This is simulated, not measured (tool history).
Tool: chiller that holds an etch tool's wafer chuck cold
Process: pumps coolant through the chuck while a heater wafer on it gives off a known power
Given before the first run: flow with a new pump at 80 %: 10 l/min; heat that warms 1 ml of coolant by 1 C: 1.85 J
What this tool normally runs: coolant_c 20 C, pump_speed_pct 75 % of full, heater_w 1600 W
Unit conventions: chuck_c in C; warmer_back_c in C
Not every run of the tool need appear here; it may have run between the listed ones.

{"run": 1, "hour": 0.0, "coolant_c": 20, "pump_speed_pct": 75, "heater_w": 1600, "chuck_c": 41.7, "warmer_back_c": 5.88}
{"run": 2, "hour": 46.2, "coolant_c": 20, "pump_speed_pct": 75, "heater_w": 1600, "chuck_c": 42, "warmer_back_c": 5.92}
{"run": 3, "hour": 115.3, "coolant_c": 20, "pump_speed_pct": 75, "heater_w": 1600, "chuck_c": 42, "warmer_back_c": 5.83}
{"run": 4, "hour": 165.6, "coolant_c": 20, "pump_speed_pct": 75, "heater_w": 1600, "chuck_c": 42.1, "warmer_back_c": 5.88}
{"hour": 179.7, "done": "coolant changed, channels flushed"}
{"run": 5, "hour": 272.1, "coolant_c": 20, "pump_speed_pct": 75, "heater_w": 1600, "chuck_c": 40, "warmer_back_c": 5.89}
{"run": 6, "hour": 346.4, "coolant_c": 20, "pump_speed_pct": 75, "heater_w": 1273, "chuck_c": 36, "warmer_back_c": 4.74}
{"hour": 352.3, "done": "chiller's thermometer calibrated"}
{"run": 7, "hour": 431.7, "coolant_c": 20, "pump_speed_pct": 75, "heater_w": 1829, "chuck_c": 43.1, "warmer_back_c": 6.81}
{"run": 8, "hour": 489.2, "coolant_c": 20, "pump_speed_pct": 75, "heater_w": 1829, "chuck_c": 43.1, "warmer_back_c": 6.79}
{"run": 9, "hour": 575.4, "coolant_c": 20, "pump_speed_pct": 75, "heater_w": 1829, "chuck_c": 43.2, "warmer_back_c": 6.81}
{"run": 10, "hour": 667.1, "coolant_c": 26, "pump_speed_pct": 75, "heater_w": 1829, "chuck_c": 49.3, "warmer_back_c": 6.78}
{"hour": 680.9, "done": "chiller's thermometer calibrated, once more"}
{"run": 11, "hour": 756.7, "coolant_c": 21, "pump_speed_pct": 75, "heater_w": 2373, "chuck_c": 50.8, "warmer_back_c": 8.86}
{"run": 12, "hour": 861.0, "coolant_c": 21, "pump_speed_pct": 75, "heater_w": 2373, "chuck_c": 51.2, "warmer_back_c": 8.93}

Results for each run, recomputed without the tool's hidden state and with each run's random variation untouched:
Hidden conditions of the tool in this case: heat passed by the chuck's channels, % of clean ones'; flow at a given pump speed, % of a new pump's; coolant's true temperature over the reading, C; drift of the gauge itself on chuck_c, C; drift of the gauge itself on warmer_back_c, C.
run=1 chuck_c=38.9 warmer_back_c=5.56
run=2 chuck_c=39.2 warmer_back_c=5.6
run=3 chuck_c=39.1 warmer_back_c=5.5
run=4 chuck_c=39.1 warmer_back_c=5.53
run=5 chuck_c=39.1 warmer_back_c=5.53
run=6 chuck_c=35.2 warmer_back_c=4.44
run=7 chuck_c=41.9 warmer_back_c=6.36
run=8 chuck_c=41.8 warmer_back_c=6.33
run=9 chuck_c=41.9 warmer_back_c=6.33
run=10 chuck_c=47.9 warmer_back_c=6.29
run=11 chuck_c=49.2 warmer_back_c=8.2
run=12 chuck_c=49.4 warmer_back_c=8.24
